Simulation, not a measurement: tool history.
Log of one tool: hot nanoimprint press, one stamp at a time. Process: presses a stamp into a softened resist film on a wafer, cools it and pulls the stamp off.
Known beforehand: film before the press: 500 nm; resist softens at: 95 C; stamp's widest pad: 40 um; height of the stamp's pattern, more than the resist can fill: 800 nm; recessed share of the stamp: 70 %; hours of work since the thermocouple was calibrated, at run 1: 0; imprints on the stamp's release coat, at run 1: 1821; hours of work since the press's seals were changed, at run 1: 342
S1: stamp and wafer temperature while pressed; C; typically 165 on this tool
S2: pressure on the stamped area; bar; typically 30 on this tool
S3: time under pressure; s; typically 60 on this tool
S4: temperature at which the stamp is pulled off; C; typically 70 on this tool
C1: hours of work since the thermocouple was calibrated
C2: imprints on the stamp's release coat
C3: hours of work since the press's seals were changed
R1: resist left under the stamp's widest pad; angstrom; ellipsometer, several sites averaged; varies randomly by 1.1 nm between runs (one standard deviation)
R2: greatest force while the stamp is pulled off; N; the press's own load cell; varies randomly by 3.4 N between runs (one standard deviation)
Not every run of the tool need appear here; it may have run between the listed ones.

{"run": 1, "day": 0.0, "S1": 165, "S2": 30, "S3": 60, "S4": 70, "C1": 0, "C2": 1821, "C3": 342, "R1": 2999, "R2": 258}
{"run": 2, "day": 1.446, "S1": 165, "S2": 22.3, "S3": 60, "S4": 70, "C1": 21, "C2": 1955, "C3": 363, "R1": 3409, "R2": 261}
{"run": 3, "day": 2.746, "S1": 165, "S2": 22.3, "S3": 60, "S4": 70, "C1": 40, "C2": 2075, "C3": 382, "R1": 3404, "R2": 281}
{"day": 4.846, "done": "stamp cleaned and given a new release coat"}
{"run": 4, "day": 4.867, "S1": 165, "S2": 30, "S3": 60, "S4": 70, "C1": 68, "C2": 2, "C3": 410, "R1": 3029, "R2": 160}
{"run": 5, "day": 6.883, "S1": 165, "S2": 30, "S3": 60, "S4": 70, "C1": 97, "C2": 189, "C3": 439, "R1": 3007, "R2": 173}
{"run": 6, "day": 8.679, "S1": 165, "S2": 30, "S3": 60, "S4": 70, "C1": 124, "C2": 355, "C3": 466, "R1": 3007, "R2": 191}
{"run": 7, "day": 10.083, "S1": 165, "S2": 30, "S3": 60, "S4": 70, "C1": 144, "C2": 485, "C3": 486, "R1": 2994, "R2": 187}
{"run": 8, "day": 11.633, "S1": 165, "S2": 30, "S3": 60, "S4": 70, "C1": 167, "C2": 628, "C3": 509, "R1": 3034, "R2": 193}
{"run": 9, "day": 13.983, "S1": 165, "S2": 30, "S3": 55, "S4": 70, "C1": 202, "C2": 846, "C3": 544, "R1": 3091, "R2": 209}
{"run": 10, "day": 16.575, "S1": 165, "S2": 30, "S3": 55, "S4": 70, "C1": 240, "C2": 1086, "C3": 582, "R1": 3075, "R2": 219}
{"run": 11, "day": 19.138, "S1": 165, "S2": 30, "S3": 55, "S4": 70, "C1": 277, "C2": 1323, "C3": 619, "R1": 3065, "R2": 231}
{"day": 19.442, "done": "plate thermocouple calibrated"}
{"run": 12, "day": 21.35, "S1": 168, "S2": 30, "S3": 60, "S4": 70, "C1": 28, "C2": 1516, "C3": 650, "R1": 2770, "R2": 239}
{"run": 13, "day": 22.996, "S1": 168, "S2": 30, "S3": 60, "S4": 70, "C1": 52, "C2": 1668, "C3": 674, "R1": 2754, "R2": 246}
{"run": 14, "day": 24.7, "S1": 168, "S2": 30, "S3": 60, "S4": 70, "C1": 77, "C2": 1826, "C3": 699, "R1": 2750, "R2": 255}
{"run": 15, "day": 25.933, "S1": 165, "S2": 30, "S3": 60, "S4": 70, "C1": 95, "C2": 1940, "C3": 717, "R1": 2968, "R2": 252}
{"day": 27.592, "done": "plate thermocouple calibrated, once more"}
{"run": 16, "day": 28.692, "S1": 165, "S2": 30, "S3": 60, "S4": 57, "C1": 16, "C2": 2184, "C3": 756, "R1": 3029, "R2": 356}
{"day": 29.562, "done": "stamp cleaned and given a new release coat"}
{"run": 17, "day": 31.617, "S1": 157, "S2": 30, "S3": 60, "S4": 70, "C1": 55, "C2": 190, "C3": 795, "R1": 3645, "R2": 170}
{"run": 18, "day": 32.738, "S1": 154, "S2": 30, "S3": 60, "S4": 57, "C1": 72, "C2": 294, "C3": 811, "R1": 3878, "R2": 219}
{"run": 19, "day": 33.908, "S1": 167, "S2": 44.3, "S3": 46, "S4": 70, "C1": 89, "C2": 403, "C3": 829, "R1": 2607, "R2": 174}
{"run": 20, "day": 36.408, "S1": 155, "S2": 24.9, "S3": 46, "S4": 70, "C1": 126, "C2": 634, "C3": 865, "R1": 4204, "R2": 187}
{"run": 21, "day": 37.979, "S1": 166, "S2": 36.8, "S3": 73, "S4": 70, "C1": 149, "C2": 779, "C3": 888, "R1": 2532, "R2": 202}
{"run": 22, "day": 40.379, "S1": 166, "S2": 23.8, "S3": 73, "S4": 60, "C1": 184, "C2": 1001, "C3": 924, "R1": 3050, "R2": 252}
{"run": 23, "day": 41.858, "S1": 166, "S2": 34, "S3": 73, "S4": 60, "C1": 206, "C2": 1138, "C3": 945, "R1": 2603, "R2": 266}
{"run": 24, "day": 43.083, "S1": 166, "S2": 46.3, "S3": 73, "S4": 65, "C1": 224, "C2": 1252, "C3": 963, "R1": 2256, "R2": 242}
{"run": 25, "day": 44.612, "S1": 166, "S2": 24.6, "S3": 63, "S4": 69, "C1": 246, "C2": 1393, "C3": 986, "R1": 3128, "R2": 245}
{"run": 26, "day": 47.092, "S1": 166, "S2": 24.6, "S3": 77, "S4": 69, "C1": 283, "C2": 1622, "C3": 1022, "R1": 2951, "R2": 252}
{"run": 27, "day": 49.242, "S1": 170, "S2": 30, "S3": 60, "S4": 69, "C1": 314, "C2": 1821, "C3": 1054, "R1": 2627, "R2": 256}
{"day": 51.583, "done": "press's hydraulic seals changed and the load cell set to zero"}
{"run": 28, "day": 52.338, "S1": 153, "S2": 37.1, "S3": 60, "S4": 60, "C1": 355, "C2": 2077, "C3": 11, "R1": 3558, "R2": 321}
{"day": 54.346, "done": "stamp cleaned and given a new release coat"}
{"run": 29, "day": 54.379, "S1": 153, "S2": 28.9, "S3": 60, "S4": 73, "C1": 381, "C2": 3, "C3": 37, "R1": 3879, "R2": 147}

What if the next run were any one of these 3? Each begins from the tool's condition after run 29:
{"run": "A", "day": 56.575, "S1": 165, "S2": 18.9, "S3": 70, "S4": 73, "C1": 413, "C2": 206, "C3": 70, "R1": "?", "R2": "?"}
{"run": "B", "day": 56.575, "S1": 165, "S2": 30, "S3": 42, "S4": 70, "C1": 413, "C2": 206, "C3": 70, "R1": "?", "R2": "?"}
{"run": "C", "day": 56.575, "S1": 171, "S2": 28.9, "S3": 61, "S4": 73, "C1": 413, "C2": 206, "C3": 70, "R1": "?", "R2": "?"}

run=A R1=3299 R2=149
run=B R1=3162 R2=161
run=C R1=2484 R2=155
With no hidden state in the tool, these same runs would have given:
run=A R1=3420 R2=145
run=B R1=3285 R2=157
run=C R1=2589 R2=152

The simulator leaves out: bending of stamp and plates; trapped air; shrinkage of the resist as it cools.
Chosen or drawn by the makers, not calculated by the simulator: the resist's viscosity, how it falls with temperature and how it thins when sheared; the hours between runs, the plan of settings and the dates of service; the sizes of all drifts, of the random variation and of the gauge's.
